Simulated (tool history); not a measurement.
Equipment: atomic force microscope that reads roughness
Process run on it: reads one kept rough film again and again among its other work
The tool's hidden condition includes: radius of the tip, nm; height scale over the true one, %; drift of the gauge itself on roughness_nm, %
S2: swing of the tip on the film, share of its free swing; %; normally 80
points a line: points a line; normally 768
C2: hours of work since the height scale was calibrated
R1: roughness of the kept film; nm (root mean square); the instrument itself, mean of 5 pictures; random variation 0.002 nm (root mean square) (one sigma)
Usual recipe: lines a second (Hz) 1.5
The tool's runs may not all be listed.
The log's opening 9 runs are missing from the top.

run 10 hour=401.8 | lines_a_second_(Hz)=1.5 S2=55 points_a_line=625 | pictures_with_this_tip=335 C2=1138 | R1=2.209
-- hour=408.9 new tip fitted
run 11 hour=426.7 | lines_a_second_(Hz)=1.5 S2=55 points_a_line=625 | pictures_with_this_tip=43 C2=1157 | R1=2.253
run 12 hour=460.3 | lines_a_second_(Hz)=0.6 S2=80 points_a_line=768 | pictures_with_this_tip=124 C2=1184 | R1=2.188
run 13 hour=504.8 | lines_a_second_(Hz)=0.6 S2=80 points_a_line=768 | pictures_with_this_tip=232 C2=1219 | R1=2.172
-- hour=554.5 new tip fitted
run 14 hour=556.8 | lines_a_second_(Hz)=0.6 S2=80 points_a_line=768 | pictures_with_this_tip=5 C2=1260 | R1=2.206
run 15 hour=593.7 | lines_a_second_(Hz)=1.5 S2=80 points_a_line=455 | pictures_with_this_tip=94 C2=1289 | R1=2.026
run 16 hour=638.7 | lines_a_second_(Hz)=1.5 S2=80 points_a_line=455 | pictures_with_this_tip=203 C2=1325 | R1=2.014
run 17 hour=685.1 | lines_a_second_(Hz)=1.5 S2=80 points_a_line=455 | pictures_with_this_tip=314 C2=1361 | R1=2.002
-- hour=699.6 new tip fitted
run 18 hour=715.7 | lines_a_second_(Hz)=1.5 S2=80 points_a_line=455 | pictures_with_this_tip=39 C2=1385 | R1=2.035
run 19 hour=746.4 | lines_a_second_(Hz)=1.5 S2=80 points_a_line=455 | pictures_with_this_tip=113 C2=1410 | R1=2.027
run 20 hour=797.7 | lines_a_second_(Hz)=1.5 S2=81 points_a_line=768 | pictures_with_this_tip=237 C2=1450 | R1=2.004
run 21 hour=825.6 | lines_a_second_(Hz)=1.5 S2=81 points_a_line=616 | pictures_with_this_tip=304 C2=1473 | R1=1.99
-- hour=843.4 new tip fitted
run 22 hour=858.4 | lines_a_second_(Hz)=1.5 S2=63 points_a_line=616 | pictures_with_this_tip=36 C2=1498 | R1=2.217
run 23 hour=909.2 | lines_a_second_(Hz)=0.68 S2=63 points_a_line=616 | pictures_with_this_tip=159 C2=1538 | R1=2.266
run 24 hour=943.9 | lines_a_second_(Hz)=0.68 S2=63 points_a_line=616 | pictures_with_this_tip=242 C2=1566 | R1=2.25
run 25 hour=973.9 | lines_a_second_(Hz)=0.68 S2=63 points_a_line=616 | pictures_with_this_tip=315 C2=1590 | R1=2.239
-- hour=986.9 new tip fitted
run 26 hour=1004.8 | lines_a_second_(Hz)=0.68 S2=63 points_a_line=616 | pictures_with_this_tip=43 C2=1614 | R1=2.284
run 27 hour=1048.7 | lines_a_second_(Hz)=0.68 S2=86 points_a_line=308 | pictures_with_this_tip=149 C2=1649 | R1=2.134

What does the tool deliver on the next run?
run 28 hour=1091 | lines_a_second_(Hz)=0.51 S2=70 points_a_line=768 | pictures_with_this_tip=251 C2=1682 | R1=?

Run 28 produced R1 2.247 nm (root mean square).
Take away the tool's hidden state, keep the run-to-run variation as it was, and the same run would have given R1 2.235 nm (root mean square).

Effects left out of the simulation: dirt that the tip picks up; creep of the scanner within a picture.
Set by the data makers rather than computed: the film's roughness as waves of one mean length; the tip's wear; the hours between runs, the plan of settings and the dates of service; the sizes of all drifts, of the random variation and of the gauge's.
